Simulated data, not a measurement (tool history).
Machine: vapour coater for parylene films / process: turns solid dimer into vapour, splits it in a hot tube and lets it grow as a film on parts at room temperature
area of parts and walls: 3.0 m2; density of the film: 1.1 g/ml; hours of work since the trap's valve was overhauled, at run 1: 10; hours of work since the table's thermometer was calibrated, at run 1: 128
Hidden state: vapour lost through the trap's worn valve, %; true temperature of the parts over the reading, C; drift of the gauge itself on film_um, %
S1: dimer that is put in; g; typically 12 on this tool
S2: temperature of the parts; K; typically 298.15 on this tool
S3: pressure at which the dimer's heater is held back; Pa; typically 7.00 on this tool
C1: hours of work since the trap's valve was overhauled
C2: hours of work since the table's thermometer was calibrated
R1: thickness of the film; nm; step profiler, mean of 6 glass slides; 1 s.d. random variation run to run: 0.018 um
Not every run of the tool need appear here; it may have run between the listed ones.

run 1 day=0.000 | S1=12 S2=298.15 S3=7.00 | C1=10 C2=128 | R1=1810
run 2 day=1.133 | S1=12 S2=298.15 S3=7.00 | C1=35 C2=153 | R1=1800
run 3 day=2.900 | S1=12 S2=298.15 S3=7.00 | C1=73 C2=191 | R1=1770
run 4 day=3.812 | S1=12 S2=298.15 S3=7.00 | C1=93 C2=210 | R1=1760
run 5 day=5.675 | S1=12 S2=298.15 S3=7.00 | C1=133 C2=251 | R1=1710
run 6 day=6.758 | S1=12 S2=298.15 S3=7.00 | C1=156 C2=274 | R1=1710
run 7 day=8.675 | S1=12 S2=298.15 S3=7.00 | C1=198 C2=315 | R1=1680
run 8 day=10.696 | S1=11 S2=298.15 S3=7.00 | C1=241 C2=359 | R1=1520
run 9 day=12.304 | S1=11 S2=298.15 S3=7.00 | C1=276 C2=394 | R1=1510
run 10 day=13.950 | S1=12 S2=298.15 S3=7.00 | C1=311 C2=429 | R1=1600
run 11 day=15.450 | S1=12 S2=298.15 S3=7.00 | C1=344 C2=462 | R1=1590
run 12 day=16.417 | S1=12 S2=298.15 S3=7.00 | C1=365 C2=482 | R1=1560
run 13 day=18.079 | S1=12 S2=298.15 S3=7.00 | C1=400 C2=518 | R1=1580
run 14 day=19.046 | S1=12 S2=298.15 S3=7.00 | C1=421 C2=539 | R1=1540
-- day=19.408 trap's valve overhauled
run 15 day=21.008 | S1=12 S2=298.15 S3=7.00 | C1=35 C2=578 | R1=1430
run 16 day=22.167 | S1=12 S2=298.15 S3=10.49 | C1=59 C2=603 | R1=1340
-- day=23.588 trap's valve overhauled, once more
run 17 day=23.838 | S1=12 S2=298.15 S3=10.49 | C1=5 C2=635 | R1=1720
run 18 day=25.912 | S1=12 S2=298.15 S3=10.49 | C1=50 C2=680 | R1=1700
run 19 day=27.075 | S1=12 S2=298.15 S3=10.49 | C1=75 C2=705 | R1=1670
run 20 day=28.650 | S1=12 S2=298.15 S3=7.00 | C1=109 C2=739 | R1=1740
run 21 day=29.742 | S1=12 S2=298.15 S3=7.00 | C1=133 C2=763 | R1=1690
run 22 day=31.329 | S1=6 S2=298.15 S3=7.00 | C1=167 C2=797 | R1=820
run 23 day=32.238 | S1=10 S2=298.15 S3=7.00 | C1=187 C2=817 | R1=1410
run 24 day=33.188 | S1=10 S2=298.15 S3=7.00 | C1=207 C2=837 | R1=1390
run 25 day=34.462 | S1=14 S2=298.15 S3=6.76 | C1=235 C2=865 | R1=1960
run 26 day=36.383 | S1=7 S2=297.15 S3=11.79 | C1=276 C2=906 | R1=890
run 27 day=38.133 | S1=9 S2=296.15 S3=8.21 | C1=314 C2=944 | R1=1200
run 28 day=39.021 | S1=9 S2=296.15 S3=8.21 | C1=333 C2=963 | R1=1220
run 29 day=40.133 | S1=12 S2=298.15 S3=2.52 | C1=357 C2=987 | R1=1760
run 30 day=41.308 | S1=12 S2=298.15 S3=2.52 | C1=382 C2=1012 | R1=1730
-- day=43.458 trap's valve overhauled
run 31 day=43.533 | S1=12 S2=298.15 S3=2.52 | C1=2 C2=1057 | R1=2000
run 32 day=45.042 | S1=14 S2=303.15 S3=9.21 | C1=34 C2=1089 | R1=1820
run 33 day=46.208 | S1=13 S2=298.15 S3=2.85 | C1=59 C2=1114 | R1=2100
run 34 day=48.367 | S1=5 S2=305.15 S3=8.91 | C1=106 C2=1161 | R1=610
run 35 day=49.762 | S1=5 S2=306.15 S3=8.91 | C1=136 C2=1191 | R1=620
run 36 day=51.896 | S1=12 S2=300.15 S3=7.00 | C1=182 C2=1237 | R1=1630
run 37 day=53.558 | S1=12 S2=300.15 S3=7.00 | C1=218 C2=1273 | R1=1580
run 38 day=54.700 | S1=12 S2=300.15 S3=7.00 | C1=243 C2=1298 | R1=1550
run 39 day=56.575 | S1=12 S2=300.15 S3=7.00 | C1=283 C2=1338 | R1=1540
run 40 day=57.729 | S1=16 S2=298.15 S3=7.00 | C1=308 C2=1363 | R1=2100
run 41 day=58.758 | S1=12 S2=298.15 S3=7.00 | C1=330 C2=1385 | R1=1570
run 42 day=60.629 | S1=12 S2=295.15 S3=5.41 | C1=371 C2=1426 | R1=1670
run 43 day=62.400 | S1=12 S2=294.15 S3=5.41 | C1=409 C2=1464 | R1=1700
-- day=63.317 trap's valve overhauled
run 44 day=63.712 | S1=12 S2=294.15 S3=5.41 | C1=9 C2=1488 | R1=1980
-- day=63.846 table's thermometer calibrated
run 45 day=64.692 | S1=12 S2=294.15 S3=3.87 | C1=29 C2=18 | R1=2040
run 46 day=66.475 | S1=14 S2=302.15 S3=10.80 | C1=67 C2=57 | R1=1820
run 47 day=67.679 | S1=14 S2=301.15 S3=10.80 | C1=93 C2=83 | R1=1830
run 48 day=69.567 | S1=8 S2=291.15 S3=7.00 | C1=134 C2=123 | R1=1330

3 options for the next run, each taken on its own from the tool as it stands now. Forecast them:
run A day=70.592 | S1=7 S2=291.15 S3=11.35 | C1=156 C2=146 | R1=?
run B day=70.592 | S1=17 S2=298.15 S3=7.00 | C1=156 C2=146 | R1=?
run C day=70.592 | S1=7 S2=302.15 S3=5.31 | C1=156 C2=146 | R1=?

run=A R1=1090
run=B R1=2410
run=C R1=950
Without the tool's hidden state the same runs would have given:
run=A R1=1160
run=B R1=2560
run=C R1=1010
